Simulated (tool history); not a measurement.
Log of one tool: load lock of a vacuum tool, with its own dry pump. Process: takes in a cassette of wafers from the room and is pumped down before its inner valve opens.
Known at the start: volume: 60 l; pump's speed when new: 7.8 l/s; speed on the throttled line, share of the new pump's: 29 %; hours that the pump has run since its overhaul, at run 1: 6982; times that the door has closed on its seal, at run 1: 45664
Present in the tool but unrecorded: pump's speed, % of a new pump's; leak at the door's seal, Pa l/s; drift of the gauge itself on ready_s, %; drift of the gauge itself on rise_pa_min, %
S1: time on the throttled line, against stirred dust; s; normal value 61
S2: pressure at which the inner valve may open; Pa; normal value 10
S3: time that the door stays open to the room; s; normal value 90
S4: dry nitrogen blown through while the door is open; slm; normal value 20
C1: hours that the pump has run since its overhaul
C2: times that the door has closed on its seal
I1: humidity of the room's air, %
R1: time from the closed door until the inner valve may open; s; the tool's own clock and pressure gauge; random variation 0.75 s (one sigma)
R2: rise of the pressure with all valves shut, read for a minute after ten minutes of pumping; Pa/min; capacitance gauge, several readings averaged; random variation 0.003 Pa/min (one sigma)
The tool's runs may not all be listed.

Run 1, hour 0: usual settings; C1 6982; C2 45664; I1 48.5. Result: R1 115.7 s, R2 0.058 Pa/min.
Run 2, hour 271: usual settings; C1 7253; C2 46807; I1 50.6. Result: R1 114.2 s, R2 0.051 Pa/min.
Run 3, hour 770: usual settings; C1 7752; C2 48910; I1 43.5. Result: R1 114.8 s, R2 0.049 Pa/min.
Run 4, hour 1319.4: usual settings but S1 33 s; C1 8301; C2 51226; I1 41.3. Result: R1 95.5 s, R2 0.047 Pa/min.
Run 5, hour 1812.6: usual settings but S1 57 s; C1 8794; C2 53305; I1 41.5. Result: R1 113 s, R2 0.045 Pa/min.
Run 6, hour 2210.1: usual settings but S1 57 s; C1 9192; C2 54981; I1 43.4. Result: R1 113.1 s, R2 0.049 Pa/min.
Run 7, hour 2634.2: usual settings but S1 57 s, S2 14 Pa; C1 9616; C2 56769; I1 42.9. Result: R1 110.1 s, R2 0.044 Pa/min.
Run 8, hour 3129.1: usual settings but S2 20 Pa; C1 10111; C2 58855; I1 45.9. Result: R1 109.3 s, R2 0.05 Pa/min.
Run 9, hour 3364.6: usual settings but S4 10 slm; C1 10346; C2 59847; I1 46.3. Result: R1 115.5 s, R2 0.064 Pa/min.
Run 10, hour 3725.9: usual settings but S4 10 slm; C1 10708; C2 61370; I1 43.6. Result: R1 114.1 s, R2 0.06 Pa/min.
Run 11, hour 4160.5: usual settings but S3 57 s; C1 11142; C2 63202; I1 46.3. Result: R1 115.4 s, R2 0.039 Pa/min.
Run 12, hour 4653.8: usual settings but S3 57 s; C1 11636; C2 65282; I1 46.4. Result: R1 115.3 s, R2 0.037 Pa/min.
Run 13, hour 5008.2: usual settings but S1 68 s; C1 11990; C2 66776; I1 45.1. Result: R1 120.7 s, R2 0.046 Pa/min.
Run 14, hour 5534.8: usual settings but S1 68 s; C1 12517; C2 68996; I1 48.4. Result: R1 118.3 s, R2 0.058 Pa/min.
Run 15, hour 5836: usual settings but S1 45 s; C1 12818; C2 70265; I1 45.9. Result: R1 103.1 s, R2 0.055 Pa/min.
Run 16, hour 6122.8: usual settings but S1 39 s, S2 20 Pa, S4 7 slm; C1 13105; C2 71475; I1 47. Result: R1 94.2 s, R2 0.066 Pa/min.
Run 17, hour 6617.6: usual settings but S1 39 s, S2 9 Pa, S4 8 slm; C1 13599; C2 73560; I1 45.4. Result: R1 100.1 s, R2 0.06 Pa/min.
Run 18, hour 6899.4: usual settings but S1 63 s, S2 18 Pa, S3 32 s, S4 8 slm; C1 13881; C2 74748; I1 42.7. Result: R1 112.8 s, R2 0.031 Pa/min.
At hour 7160.1: door's seal changed, seat wiped.
Run 19, hour 7311.7: usual settings but S1 63 s, S2 18 Pa, S3 32 s, S4 8 slm; C1 14292; C2 639; I1 45.9. Result: R1 112.5 s, R2 0.026 Pa/min.
Run 20, hour 7750.3: usual settings but S4 16 slm; C1 14731; C2 2488; I1 45.3. Result: R1 115.4 s, R2 0.056 Pa/min.
Run 21, hour 8037.3: usual settings but S2 9 Pa, S3 134 s, S4 16 slm; C1 15018; C2 3697; I1 45.5. Result: R1 115.9 s, R2 0.073 Pa/min.
Run 22, hour 8446.7: usual settings but S1 35 s; C1 15427; C2 5424; I1 46.1. Result: R1 96.5 s, R2 0.048 Pa/min.
Run 23, hour 8970.3: usual settings but S1 97 s, S3 36 s; C1 15951; C2 7631; I1 44.3. Result: R1 141.2 s, R2 0.021 Pa/min.
Run 24, hour 9365.1: usual settings but S1 97 s, S3 36 s; C1 16345; C2 9295; I1 43.2. Result: R1 140.6 s, R2 0.022 Pa/min.
Run 25, hour 9779.7: usual settings but S1 97 s, S3 36 s; C1 16760; C2 11043; I1 42.8. Result: R1 143 s, R2 0.021 Pa/min.
Run 26, hour 10053.6: usual settings but S1 97 s, S3 36 s; C1 17034; C2 12197; I1 46.6. Result: R1 140.4 s, R2 0.028 Pa/min.
Run 27, hour 10610.3: usual settings but S4 4 slm; C1 17591; C2 14544; I1 47.3. Result: R1 114.6 s, R2 0.078 Pa/min.
At hour 10809.9: dry pump taken out, an overhauled one fitted.
Run 28, hour 10962.1: usual settings but S2 9 Pa, S3 111 s, S4 22 slm; C1 152; C2 16001; I1 43.3. Result: R1 115.3 s, R2 0.054 Pa/min.
Run 29, hour 11217.5: usual settings but S2 19 Pa, S3 41 s; C1 408; C2 17078; I1 41.6. Result: R1 109.7 s, R2 0.028 Pa/min.

Predict each of these 4 candidate next runs independently; none follows another, all start after run 29:
Run A, hour 11797.1: usual settings but S4 6 slm; C1 987; C2 19522; I1 45.3. Result: R1 ?, R2 ?.
Run B, hour 11797.1: usual settings but S2 17 Pa, S3 41 s, S4 24 slm; C1 987; C2 19522; I1 46.4. Result: R1 ?, R2 ?.
Run C, hour 11797.1: usual settings but S1 68 s, S3 66 s; C1 987; C2 19522; I1 44.2. Result: R1 ?, R2 ?.
Run D, hour 11797.1: usual settings but S2 19 Pa, S3 39 s; C1 987; C2 19522; I1 46.6. Result: R1 ?, R2 ?.

run     R1     R2
  A  116.4  0.063
  B  110.4  0.026
  C  119.5  0.044
  D  111.9  0.028
Stripped of hidden state, with their random variation kept, the same runs would have yielded:
run     R1     R2
  A  116.4  0.063
  B  110.4  0.025
  C  119.5  0.044
  D  111.9  0.028

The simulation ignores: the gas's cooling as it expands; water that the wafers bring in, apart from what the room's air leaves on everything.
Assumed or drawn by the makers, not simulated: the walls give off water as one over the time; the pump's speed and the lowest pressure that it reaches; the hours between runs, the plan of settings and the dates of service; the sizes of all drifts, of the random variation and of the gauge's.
